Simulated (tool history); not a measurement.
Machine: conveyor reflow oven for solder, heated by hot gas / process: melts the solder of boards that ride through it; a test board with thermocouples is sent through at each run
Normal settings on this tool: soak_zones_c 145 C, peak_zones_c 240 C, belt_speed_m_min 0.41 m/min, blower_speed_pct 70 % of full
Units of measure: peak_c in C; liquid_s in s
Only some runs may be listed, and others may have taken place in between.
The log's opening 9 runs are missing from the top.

run	hour	soak_zones_c	peak_zones_c	belt_speed_m_min	blower_speed_pct	peak_c	liquid_s
10	284.3	145	240	0.41	58	224.8	100.3
11	314.3	145	240	0.41	58	224.5	100.5
12	357.5	145	240	0.41	58	224.6	100.7
13	391.9	145	240	0.41	58	224.6	100.4
14	435.4	145	240	0.41	70	226.8	102.8
15	478.7	145	240	0.41	70	226.4	102.2
16	512.1	145	240	0.41	70	226.5	102.1
17	547.3	145	240	0.35	64	229.9	124.5
18	587.9	145	240	0.35	64	229.9	123.6
19	609.9	145	240	0.35	64	229.6	123.8
20	638	136	240	0.478	56	215.9	72.2
21	681.6	136	240	0.478	56	215.9	72.3
22	707	136	240	0.478	56	215.9	72.2
23	729.6	141	229	0.41	65	214.9	88.3
24	753.3	143	229	0.41	65	215	89.7
25	781.5	145	243	0.366	70	231.7	119.9

The next listed run, before its measurement:
26	812.4	138	240	0.41	70	?	?

Run 26 yielded peak_c 224.5 C, liquid_s 97 s.
Minus the tool's unlogged condition, the same run would have read peak_c 224.9 C, liquid_s 96 s.

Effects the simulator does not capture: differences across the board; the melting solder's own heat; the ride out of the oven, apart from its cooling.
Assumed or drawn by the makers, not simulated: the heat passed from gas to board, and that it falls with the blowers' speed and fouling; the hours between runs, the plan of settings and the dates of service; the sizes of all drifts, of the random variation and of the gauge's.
